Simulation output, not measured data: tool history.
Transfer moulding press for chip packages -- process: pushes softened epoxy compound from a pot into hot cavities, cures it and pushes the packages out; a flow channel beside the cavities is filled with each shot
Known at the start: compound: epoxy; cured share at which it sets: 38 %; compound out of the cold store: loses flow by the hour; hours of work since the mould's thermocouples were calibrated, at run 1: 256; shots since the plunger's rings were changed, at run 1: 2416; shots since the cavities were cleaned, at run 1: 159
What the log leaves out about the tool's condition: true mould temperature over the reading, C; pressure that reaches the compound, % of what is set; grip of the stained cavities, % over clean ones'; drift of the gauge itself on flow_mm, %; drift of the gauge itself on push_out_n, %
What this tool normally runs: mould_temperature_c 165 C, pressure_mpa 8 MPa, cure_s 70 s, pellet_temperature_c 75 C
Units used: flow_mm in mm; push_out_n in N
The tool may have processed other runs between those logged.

run,hour,mould_temperature_c,pressure_mpa,cure_s,pellet_temperature_c,hours of work since the mould's thermocouples were calibrated,shots since the plunger's rings were changed,shots since the cavities were cleaned,incoming compound's hours out of the cold store,flow_mm,push_out_n
1,0,165,8,70,75,256,2416,159,30.6,552,706
2,6.9,165,8,70,75,261,2548,291,27.7,561,763
3,13.2,165,8,70,75,266,2667,410,29.6,553,787
4,19.6,165,8,70,75,271,2789,532,27.1,560,853
5,27.8,165,8,70,75,277,2945,688,41.4,515,841
6,32.5,165,8,70,75,281,3036,779,47.6,495,812
# hour 35.6: cavities cleaned with cleaning compound and waxed
7,38.4,165,8,101,75,284,3120,53,38.4,527,637
8,42.2,165,8,101,75,287,3192,125,21.6,582,663
9,48.8,165,8,101,75,292,3318,251,10.9,611,643
10,53.5,165,8,70,65,295,3407,340,28.9,557,1020
# hour 60.1: cavities cleaned with cleaning compound and waxed, once more
11,61,165,8,80,82,300,3521,17,12.1,616,521
12,69.6,165,9.94,80,71,307,3686,182,25.1,625,586
13,73.9,168,9.92,83,79,310,3767,263,47.5,553,486
14,82.6,159,9.92,57,79,316,3932,428,43.9,577,1817
15,88.1,159,9.92,57,79,321,4037,533,8.6,709,2242
16,97.3,166,9.92,57,67,328,4212,708,42.7,569,1284
# hour 104: cavities cleaned with cleaning compound and waxed
17,105.7,165,8,106,78,333,4345,33,9.9,614,429
18,111.2,165,8,106,78,337,4449,137,8.6,613,470
19,118.8,160,8,106,80,343,4593,281,20.8,590,529

4 ways to go on from here, each from the tool as it stands after run 19. What would each give?
A,123.6,162,8,106,80,346,4686,374,48,?,?
B,123.6,169,7.12,106,66,346,4686,374,21.1,?,?
C,123.6,160,8,66,80,346,4686,374,29.5,?,?
D,123.6,160,8.73,91,80,346,4686,374,31.7,?,?

run,flow_mm,push_out_n
A,496,527
B,536,501
C,561,1286
D,573,673
With the hidden condition removed and each run's random variation left untouched, the same runs would have given:
run,flow_mm,push_out_n
A,515,423
B,556,396
C,583,1077
D,595,558

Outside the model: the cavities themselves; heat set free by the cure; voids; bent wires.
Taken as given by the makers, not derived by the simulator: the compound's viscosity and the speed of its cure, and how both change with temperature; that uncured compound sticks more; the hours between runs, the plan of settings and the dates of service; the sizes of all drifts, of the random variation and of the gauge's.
